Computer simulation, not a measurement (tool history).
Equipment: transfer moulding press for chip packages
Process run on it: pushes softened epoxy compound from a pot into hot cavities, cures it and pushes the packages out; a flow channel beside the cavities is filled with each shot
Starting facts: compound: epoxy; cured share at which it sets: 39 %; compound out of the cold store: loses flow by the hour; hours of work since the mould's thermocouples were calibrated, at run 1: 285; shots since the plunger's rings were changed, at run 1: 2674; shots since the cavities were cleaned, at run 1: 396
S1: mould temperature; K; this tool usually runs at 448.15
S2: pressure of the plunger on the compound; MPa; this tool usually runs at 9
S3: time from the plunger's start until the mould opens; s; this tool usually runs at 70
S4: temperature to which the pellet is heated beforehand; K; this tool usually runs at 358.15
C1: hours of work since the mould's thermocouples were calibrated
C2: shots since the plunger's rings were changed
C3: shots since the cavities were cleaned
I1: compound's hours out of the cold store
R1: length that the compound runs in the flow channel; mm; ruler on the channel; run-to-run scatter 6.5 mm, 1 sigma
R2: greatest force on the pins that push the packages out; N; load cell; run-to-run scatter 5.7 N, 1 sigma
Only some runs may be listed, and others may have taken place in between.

run,day,S1,S2,S3,S4,C1,C2,C3,I1,R1,R2
1,0,448.15,9,70,358.15,285,2674,396,42.9,713,206
2,0.25,448.15,9,70,358.15,289,2765,487,43.1,716,208
3,0.604,442.15,9,70,358.15,295,2894,616,33.2,760,322
4,0.925,448.15,9,70,362.15,301,3012,734,9.3,808,214
5,1.321,448.15,9,70,353.15,308,3156,878,18.5,787,227
# day 1.479: cavities cleaned with cleaning compound and waxed
6,1.792,448.15,9,70,353.15,315,3306,114,22.7,771,210
7,2.075,448.15,9,70,353.15,320,3409,217,46.3,708,199
8,2.442,448.15,9,70,353.15,326,3544,352,8.7,824,231
9,2.758,443.15,9,89,364.15,331,3659,467,34.8,747,183
10,3.012,443.15,9,89,364.15,336,3751,559,26.4,762,181
11,3.238,448.15,9,72,358.15,339,3835,643,25.2,756,193
12,3.512,448.15,9,70,362.15,344,3934,742,8.7,814,218
13,3.712,448.15,9,70,362.15,348,4008,816,27.6,754,209
# day 4.025: cavities cleaned with cleaning compound and waxed
14,4.079,448.15,9,59,358.15,353,4118,19,17.5,789,344
15,4.379,448.15,10.57,70,358.15,358,4229,130,11.9,874,229
16,4.579,446.15,7.53,70,358.15,361,4302,203,34.3,670,245

Forecast each of these 3 alternatives for the next run:
A,4.933,448.15,9,70,359.15,367,4431,332,24.4,?,?
B,4.933,442.15,10.22,77,358.15,367,4431,332,43.7,?,?
C,4.933,446.15,8.52,57,352.15,367,4431,332,35.6,?,?

run,R1,R2
A,761,218
B,767,240
C,722,417
Take away the tool's hidden state, keep each run's random variation, and the runs would have read:
run,R1,R2
A,763,216
B,769,238
C,724,415
